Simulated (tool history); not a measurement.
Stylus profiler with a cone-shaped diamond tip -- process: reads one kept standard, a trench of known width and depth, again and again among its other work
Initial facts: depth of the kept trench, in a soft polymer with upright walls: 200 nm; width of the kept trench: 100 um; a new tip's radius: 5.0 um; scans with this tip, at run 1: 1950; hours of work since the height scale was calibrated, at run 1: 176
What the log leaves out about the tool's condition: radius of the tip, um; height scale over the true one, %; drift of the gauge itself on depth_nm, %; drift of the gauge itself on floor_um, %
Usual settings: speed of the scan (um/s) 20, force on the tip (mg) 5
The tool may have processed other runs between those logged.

run,hour,speed of the scan (um/s),force on the tip (mg),scans with this tip,hours of work since the height scale was calibrated,depth of the trench (Å),width of the trench's floor (nm)
1,0,20,5,1950,176,2048.6,96630
2,69.1,20,5,2550,230,2049.3,96500
3,106,20,5,2870,258,2048.5,96440
4,155.3,20,5,3298,297,2048.6,96330
5,189.4,20,5,3595,324,2048.9,96250
6,222.7,20,5,3884,350,2048.4,96210

For run 7, what comes out?
7,284.9,20,5,4425,398,?,?

{"run 7": {"depth of the trench (Å)": 2049.1, "width of the trench's floor (nm)": 96040}}
With no hidden state in the tool, this same run would have given depth of the trench (Å) 2048.6, width of the trench's floor (nm) 97060.
